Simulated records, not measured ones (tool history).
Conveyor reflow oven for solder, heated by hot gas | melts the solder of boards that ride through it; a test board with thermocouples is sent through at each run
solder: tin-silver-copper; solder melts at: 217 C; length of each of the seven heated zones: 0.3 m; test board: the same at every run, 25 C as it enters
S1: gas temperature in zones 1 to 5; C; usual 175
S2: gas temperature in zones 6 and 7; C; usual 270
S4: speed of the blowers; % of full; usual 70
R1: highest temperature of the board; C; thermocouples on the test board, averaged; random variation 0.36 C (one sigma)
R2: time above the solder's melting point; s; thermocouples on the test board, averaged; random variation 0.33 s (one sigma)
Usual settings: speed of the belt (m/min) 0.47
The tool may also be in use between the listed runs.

run 1 hour=0 | S1=175 S2=270 speed_of_the_belt_(m/min)=0.47 S4=70 | R1=250.7 R2=56.1
run 2 hour=10.8 | S1=175 S2=270 speed_of_the_belt_(m/min)=0.47 S4=70 | R1=250.9 R2=55.7
run 3 hour=20.5 | S1=175 S2=270 speed_of_the_belt_(m/min)=0.47 S4=65 | R1=248.9 R2=54.9
run 4 hour=27.5 | S1=175 S2=270 speed_of_the_belt_(m/min)=0.47 S4=65 | R1=250 R2=54
run 5 hour=35.5 | S1=175 S2=270 speed_of_the_belt_(m/min)=0.47 S4=65 | R1=249.7 R2=54.3
run 6 hour=50.3 | S1=171 S2=270 speed_of_the_belt_(m/min)=0.47 S4=70 | R1=249.7 R2=52.7
run 7 hour=62.4 | S1=171 S2=270 speed_of_the_belt_(m/min)=0.47 S4=70 | R1=249.7 R2=53.7
run 8 hour=76.4 | S1=171 S2=270 speed_of_the_belt_(m/min)=0.47 S4=70 | R1=249.8 R2=53.3
run 9 hour=86.3 | S1=175 S2=270 speed_of_the_belt_(m/min)=0.47 S4=70 | R1=249.3 R2=54.7
run 10 hour=95.7 | S1=175 S2=270 speed_of_the_belt_(m/min)=0.47 S4=70 | R1=249.4 R2=55.8
run 11 hour=106.4 | S1=175 S2=270 speed_of_the_belt_(m/min)=0.47 S4=70 | R1=249.8 R2=54.4
run 12 hour=117.9 | S1=175 S2=270 speed_of_the_belt_(m/min)=0.47 S4=70 | R1=250.5 R2=54.6
run 13 hour=129.4 | S1=176 S2=270 speed_of_the_belt_(m/min)=0.47 S4=70 | R1=249.4 R2=55
run 14 hour=144.2 | S1=164 S2=270 speed_of_the_belt_(m/min)=0.504 S4=70 | R1=245.1 R2=42.6
-- hour=149.1 belt drive overhauled, speed set with a stopwatch
run 15 hour=156.1 | S1=164 S2=270 speed_of_the_belt_(m/min)=0.504 S4=70 | R1=244.4 R2=42.6
run 16 hour=166.7 | S1=175 S2=270 speed_of_the_belt_(m/min)=0.534 S4=59 | R1=242 R2=40.2
run 17 hour=177.8 | S1=175 S2=270 speed_of_the_belt_(m/min)=0.47 S4=77 | R1=251.1 R2=55.8
run 18 hour=191.6 | S1=163 S2=270 speed_of_the_belt_(m/min)=0.509 S4=67 | R1=243 R2=40.3
run 19 hour=199 | S1=163 S2=262 speed_of_the_belt_(m/min)=0.428 S4=67 | R1=242.9 R2=50.6
run 20 hour=212.4 | S1=173 S2=262 speed_of_the_belt_(m/min)=0.531 S4=72 | R1=238 R2=36.8
run 21 hour=219.6 | S1=175 S2=272 speed_of_the_belt_(m/min)=0.47 S4=53 | R1=247 R2=51.9
-- hour=224.8 belt drive overhauled, speed set with a stopwatch, once more
run 22 hour=237.6 | S1=174 S2=270 speed_of_the_belt_(m/min)=0.512 S4=70 | R1=245.7 R2=45.6
run 23 hour=245.4 | S1=178 S2=274 speed_of_the_belt_(m/min)=0.47 S4=70 | R1=253.2 R2=58.3
run 24 hour=260.7 | S1=166 S2=278 speed_of_the_belt_(m/min)=0.383 S4=63 | R1=260 R2=73.7
run 25 hour=273.8 | S1=184 S2=284 speed_of_the_belt_(m/min)=0.529 S4=75 | R1=259.3 R2=56.9
run 26 hour=281.6 | S1=184 S2=284 speed_of_the_belt_(m/min)=0.529 S4=75 | R1=258.9 R2=57.1

Forecast each of these 3 alternatives for the next run:
run A hour=292.2 | S1=179 S2=284 speed_of_the_belt_(m/min)=0.529 S4=75 | R1=? R2=?
run B hour=292.2 | S1=163 S2=284 speed_of_the_belt_(m/min)=0.529 S4=54 | R1=? R2=?
run C hour=292.2 | S1=175 S2=270 speed_of_the_belt_(m/min)=0.47 S4=73 | R1=? R2=?

run=A R1=257.5 R2=53.9
run=B R1=247.5 R2=40.8
run=C R1=249.7 R2=53.7
Without the tool's hidden state the same runs would have given:
run=A R1=261.8 R2=56.8
run=B R1=251.9 R2=44.7
run=C R1=253.4 R2=57.2

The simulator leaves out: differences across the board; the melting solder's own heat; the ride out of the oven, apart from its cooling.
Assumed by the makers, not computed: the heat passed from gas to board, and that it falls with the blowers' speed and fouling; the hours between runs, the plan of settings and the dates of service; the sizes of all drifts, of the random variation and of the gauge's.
